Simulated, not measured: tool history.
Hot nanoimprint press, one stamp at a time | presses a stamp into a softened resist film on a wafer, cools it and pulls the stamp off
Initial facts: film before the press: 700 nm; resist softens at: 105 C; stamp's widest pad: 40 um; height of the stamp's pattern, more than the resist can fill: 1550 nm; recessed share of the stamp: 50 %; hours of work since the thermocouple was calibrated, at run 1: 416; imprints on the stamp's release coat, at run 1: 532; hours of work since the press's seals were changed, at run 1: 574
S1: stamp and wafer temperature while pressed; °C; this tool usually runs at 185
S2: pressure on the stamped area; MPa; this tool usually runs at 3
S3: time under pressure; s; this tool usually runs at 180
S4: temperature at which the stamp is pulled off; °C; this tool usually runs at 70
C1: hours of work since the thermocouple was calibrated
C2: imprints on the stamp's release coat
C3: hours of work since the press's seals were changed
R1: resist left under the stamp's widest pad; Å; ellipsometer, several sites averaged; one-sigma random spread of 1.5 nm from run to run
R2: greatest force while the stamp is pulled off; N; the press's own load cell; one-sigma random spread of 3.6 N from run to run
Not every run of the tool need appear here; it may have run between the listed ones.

Run 1, hour 0: usual settings; C1 416; C2 532; C3 574. Result: R1 3581 Å, R2 210 N.
At hour 10.4: plate thermocouple calibrated.
At hour 26.2: press's hydraulic seals changed and the load cell set to zero.
Run 2, hour 60.4: usual settings; C1 32; C2 731; C3 26. Result: R1 3372 Å, R2 211 N.
At hour 92.4: stamp cleaned and given a new release coat.
Run 3, hour 110.6: usual settings; C1 66; C2 74; C3 60. Result: R1 3418 Å, R2 179 N.
Run 4, hour 160.3: usual settings; C1 105; C2 275; C3 99. Result: R1 3414 Å, R2 192 N.
Run 5, hour 212.6: usual settings; C1 145; C2 486; C3 139. Result: R1 3430 Å, R2 203 N.
Run 6, hour 244: usual settings; C1 169; C2 613; C3 163. Result: R1 3444 Å, R2 204 N.
At hour 305.5: stamp cleaned and given a new release coat.
Run 7, hour 306: usual settings but S4 63 °C; C1 213; C2 2; C3 207. Result: R1 3446 Å, R2 194 N.
Run 8, hour 356.8: usual settings but S4 63 °C; C1 252; C2 208; C3 246. Result: R1 3459 Å, R2 212 N.
Run 9, hour 408: usual settings but S4 63 °C; C1 291; C2 414; C3 285. Result: R1 3476 Å, R2 224 N.
Run 10, hour 461.4: usual settings; C1 333; C2 630; C3 327. Result: R1 3504 Å, R2 217 N.
Run 11, hour 498.3: usual settings but S1 181 °C, S2 3.16 MPa, S3 314 s, S4 77 °C; C1 361; C2 779; C3 355. Result: R1 3350 Å, R2 197 N.
At hour 517.4: stamp cleaned and given a new release coat.
Run 12, hour 531.3: usual settings but S1 180 °C, S4 64 °C; C1 382; C2 56; C3 376. Result: R1 4190 Å, R2 200 N.
At hour 584.2: plate thermocouple calibrated.
Run 13, hour 591.5: usual settings but S1 187 °C, S2 2.51 MPa, S3 190 s; C1 6; C2 288; C3 420. Result: R1 3447 Å, R2 184 N.
Run 14, hour 627.2: usual settings but S2 3.41 MPa, S3 162 s, S4 76 °C; C1 33; C2 432; C3 448. Result: R1 3331 Å, R2 187 N.
Run 15, hour 680.9: usual settings but S1 188 °C, S2 3.41 MPa, S3 162 s, S4 66 °C; C1 75; C2 649; C3 489. Result: R1 2997 Å, R2 220 N.
Run 16, hour 707.6: usual settings but S1 188 °C; C1 95; C2 757; C3 510. Result: R1 3105 Å, R2 221 N.
At hour 732: stamp cleaned and given a new release coat.
Run 17, hour 757.8: usual settings but S2 1.88 MPa; C1 129; C2 104; C3 544. Result: R1 4401 Å, R2 181 N.
Run 18, hour 808.5: usual settings but S3 136 s, S4 76 °C; C1 168; C2 309; C3 583. Result: R1 3797 Å, R2 178 N.
At hour 824.7: press's hydraulic seals changed and the load cell set to zero.
Run 19, hour 844: usual settings but S1 193 °C, S2 2.81 MPa, S3 136 s, S4 76 °C; C1 190; C2 420; C3 15. Result: R1 2935 Å, R2 182 N.

Each row is a separate what-if for the run after 19, all from the same tool condition, not one after another. Results?
Run A, hour 898.9: usual settings but S2 4.76 MPa, S3 115 s, S4 75 °C; C1 232; C2 642; C3 57. Result: R1 ?, R2 ?.
Run B, hour 898.9: usual settings but S1 177 °C, S2 2.5 MPa, S3 97 s, S4 76 °C; C1 232; C2 642; C3 57. Result: R1 ?, R2 ?.
Run C, hour 898.9: usual settings but S1 193 °C, S2 2.03 MPa, S3 333 s, S4 74 °C; C1 232; C2 642; C3 57. Result: R1 ?, R2 ?.
Run D, hour 898.9: usual settings but S1 193 °C, S2 4.66 MPa, S3 294 s, S4 71 °C; C1 232; C2 642; C3 57. Result: R1 ?, R2 ?.
Run E, hour 898.9: usual settings but S1 194 °C, S2 2.81 MPa, S3 254 s, S4 72 °C; C1 232; C2 642; C3 57. Result: R1 ?, R2 ?.

run    R1   R2
  A  3070  199
  B  5633  197
  C  2626  201
  D  1641  213
  E  2284  209
With the hidden condition removed and each run's random variation left untouched, the same runs would have given:
run    R1   R2
  A  3031  163
  B  5586  161
  C  2591  165
  D  1622  175
  E  2255  171
